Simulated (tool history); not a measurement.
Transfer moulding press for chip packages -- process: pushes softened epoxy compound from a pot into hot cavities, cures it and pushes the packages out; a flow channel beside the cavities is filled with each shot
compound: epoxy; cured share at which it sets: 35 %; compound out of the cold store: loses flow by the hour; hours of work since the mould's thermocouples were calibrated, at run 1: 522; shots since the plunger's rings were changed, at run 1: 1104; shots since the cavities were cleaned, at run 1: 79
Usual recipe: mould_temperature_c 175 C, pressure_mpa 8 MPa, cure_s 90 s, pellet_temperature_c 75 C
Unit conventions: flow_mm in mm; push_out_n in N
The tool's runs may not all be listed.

run	hour	mould_temperature_c	pressure_mpa	cure_s	pellet_temperature_c	hours of work since the mould's thermocouples were calibrated	shots since the plunger's rings were changed	shots since the cavities were cleaned	incoming compound's hours out of the cold store	flow_mm	push_out_n
1	0	175	8	90	75	522	1104	79	38.3	546	291
2	10.1	175	8	90	75	529	1236	211	36	557	307
3	29.6	175	8	90	75	542	1490	465	35.1	560	306
# hour 35.9: cavities cleaned with cleaning compound and waxed
4	51.7	175	8	90	75	555	1758	207	29	583	309
5	70.2	175	8	90	75	567	1998	447	13.1	629	314
# hour 77.2: cavities cleaned with cleaning compound and waxed
6	86.3	175	8	90	75	577	2189	119	33.5	563	301
7	107.9	177	8	90	75	591	2470	400	46.1	533	284
# hour 118.5: cavities cleaned with cleaning compound and waxed
8	130.7	177	8	124	75	605	2747	160	10.4	634	247
9	144.3	182	8	91	75	614	2925	338	9.3	621	251
# hour 159.3: cavities cleaned with cleaning compound and waxed
10	163.4	182	8	91	75	626	3153	53	30.5	549	253
11	184.1	170	8	94	73	639	3423	323	34.7	573	392
# hour 201.2: cavities cleaned with cleaning compound and waxed
12	206.2	170	9.59	94	80	653	3691	65	40.1	606	384
13	228	170	9.59	94	80	667	3975	349	31.8	631	371
# hour 242.2: cavities cleaned with cleaning compound and waxed
14	242.2	170	9.59	94	80	676	4141	1	24.9	664	377
# hour 245.7: plunger's sealing rings changed
15	264	181	8	83	75	688	237	251	10.6	627	287
# hour 286.7: cavities cleaned with cleaning compound and waxed
16	286.7	175	8	123	74	702	514	0	16.3	614	241

Below are 3 alternative next runs, each starting from the tool's condition after run 16. Predict each:
A	302.8	183	6.96	90	75	713	723	209	31.2	?	?
B	302.8	176	9.34	123	74	713	723	209	20.3	?	?
C	302.8	175	8	103	75	713	723	209	13.8	?	?

run	flow_mm	push_out_n
A	517	248
B	645	242
C	617	270
Had the tool no hidden state, the same runs would have come out as:
run	flow_mm	push_out_n
A	518	245
B	645	240
C	617	267
